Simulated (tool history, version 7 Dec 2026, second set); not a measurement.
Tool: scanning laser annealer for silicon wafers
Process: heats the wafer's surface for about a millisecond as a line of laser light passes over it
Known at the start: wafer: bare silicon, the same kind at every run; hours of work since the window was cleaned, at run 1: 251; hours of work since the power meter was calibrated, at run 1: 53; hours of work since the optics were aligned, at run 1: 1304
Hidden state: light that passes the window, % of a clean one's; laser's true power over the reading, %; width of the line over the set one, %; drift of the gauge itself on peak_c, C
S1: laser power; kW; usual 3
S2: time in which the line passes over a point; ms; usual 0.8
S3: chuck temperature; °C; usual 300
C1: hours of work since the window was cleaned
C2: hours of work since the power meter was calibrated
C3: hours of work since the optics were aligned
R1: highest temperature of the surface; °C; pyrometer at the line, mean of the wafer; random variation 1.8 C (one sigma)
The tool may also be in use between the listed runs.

| run | hour | S1 | S2 | S3 | C1 | C2 | C3 | R1 |
|---|---|---|---|---|---|---|---|---|
| 1 | 0 | 3 | 0.8 | 300 | 251 | 53 | 1304 | 1019 |
| 2 | 4.7 | 3 | 0.8 | 300 | 254 | 57 | 1307 | 1016 |
| 3 | 10.4 | 3 | 0.8 | 300 | 258 | 61 | 1311 | 1017 |
| 4 | 16.1 | 2.567 | 0.8 | 300 | 262 | 65 | 1315 | 913 |
| 5 | 21.8 | 2.567 | 0.8 | 300 | 266 | 69 | 1319 | 912 |
| 6 | 28.3 | 2.567 | 0.642 | 300 | 271 | 74 | 1324 | 847 |
| 7 | 36.6 | 3 | 0.931 | 300 | 277 | 79 | 1330 | 1074 |
| 8 | 42.5 | 3 | 0.931 | 300 | 281 | 84 | 1334 | 1071 |
| 9 | 49.2 | 3 | 0.931 | 300 | 286 | 88 | 1339 | 1070 |
| 10 | 58.8 | 3 | 0.8 | 293 | 292 | 95 | 1345 | 1008 |
| 11 | 64.3 | 2.647 | 0.8 | 293 | 296 | 99 | 1349 | 922 |
| 12 | 72.7 | 2.579 | 0.8 | 300 | 302 | 105 | 1355 | 909 |
| 13 | 80.5 | 2.579 | 0.8 | 300 | 308 | 111 | 1361 | 911 |
| 14 | 87.3 | 2.579 | 0.8 | 300 | 313 | 116 | 1366 | 915 |
| 15 | 94.3 | 3 | 0.8 | 300 | 318 | 121 | 1371 | 1017 |
| 16 | 102.7 | 3 | 0.8 | 300 | 324 | 126 | 1377 | 1020 |
| 17 | 107.7 | 3 | 0.8 | 300 | 327 | 130 | 1380 | 1015 |
| 18 | 114.8 | 3.063 | 0.8 | 300 | 332 | 135 | 1385 | 1029 |
| 19 | 121.2 | 3.063 | 0.8 | 300 | 337 | 140 | 1390 | 1031 |
| 20 | 130.6 | 3.082 | 0.8 | 300 | 343 | 146 | 1397 | 1038 |
| 21 | 140 | 3 | 0.599 | 300 | 350 | 153 | 1403 | 921 |
| 22 | 147.5 | 2.557 | 0.767 | 294 | 356 | 158 | 1409 | 888 |
| 23 | 153.8 | 2.557 | 0.842 | 273 | 360 | 163 | 1413 | 894 |
| 24 | 164.6 | 3.006 | 0.6 | 333 | 368 | 171 | 1421 | 954 |
| 25 | 175.1 | 2.825 | 0.581 | 300 | 375 | 178 | 1428 | 875 |
| 26 | 183.8 | 2.825 | 0.705 | 293 | 381 | 184 | 1434 | 923 |
| 27 | 192.9 | 2.825 | 0.705 | 293 | 388 | 191 | 1441 | 922 |
| 28 | 203.8 | 2.825 | 0.705 | 293 | 396 | 199 | 1449 | 920 |
| 29 | 208.4 | 2.555 | 0.635 | 314 | 399 | 202 | 1452 | 854 |
| 30 | 215.7 | 2.555 | 0.635 | 314 | 404 | 207 | 1457 | 852 |
| 31 | 226.7 | 2.555 | 0.966 | 289 | 412 | 215 | 1465 | 950 |
| 32 | 234.4 | 2.555 | 0.966 | 289 | 417 | 220 | 1470 | 952 |
| 33 | 241 | 2.555 | 0.942 | 315 | 422 | 225 | 1475 | 969 |
| 34 | 247.4 | 3 | 0.818 | 300 | 427 | 230 | 1480 | 1020 |
| 35 | 255.4 | 2.851 | 0.818 | 300 | 432 | 235 | 1485 | 983 |
| 36 | 266.5 | 3.036 | 0.769 | 279 | 440 | 243 | 1493 | 985 |
| 37 | 273.4 | 2.568 | 0.8 | 300 | 445 | 248 | 1498 | 905 |
| 38 | 281.1 | 2.8 | 0.676 | 300 | 451 | 254 | 1504 | 913 |
| 39 | 286.6 | 3 | 0.778 | 296 | 455 | 257 | 1508 | 995 |
| 40 | 296 | 3 | 0.571 | 334 | 461 | 264 | 1514 | 940 |
| 41 | 302.7 | 3.133 | 0.635 | 337 | 466 | 269 | 1519 | 1001 |

Forecast each of these 4 alternatives for the next run:
| A | 313.2 | 2.987 | 0.579 | 300 | 474 | 276 | 1527 | ? |
| B | 313.2 | 3.225 | 0.635 | 337 | 474 | 276 | 1527 | ? |
| C | 313.2 | 3.133 | 0.635 | 272 | 474 | 276 | 1527 | ? |
| D | 313.2 | 3.234 | 0.8 | 300 | 474 | 276 | 1527 | ? |

| run | R1 |
|---|---|
| A | 903 |
| B | 1019 |
| C | 933 |
| D | 1067 |
Without the tool's hidden state the same runs would have given:
| run | R1 |
|---|---|
| A | 927 |
| B | 1047 |
| C | 960 |
| D | 1098 |

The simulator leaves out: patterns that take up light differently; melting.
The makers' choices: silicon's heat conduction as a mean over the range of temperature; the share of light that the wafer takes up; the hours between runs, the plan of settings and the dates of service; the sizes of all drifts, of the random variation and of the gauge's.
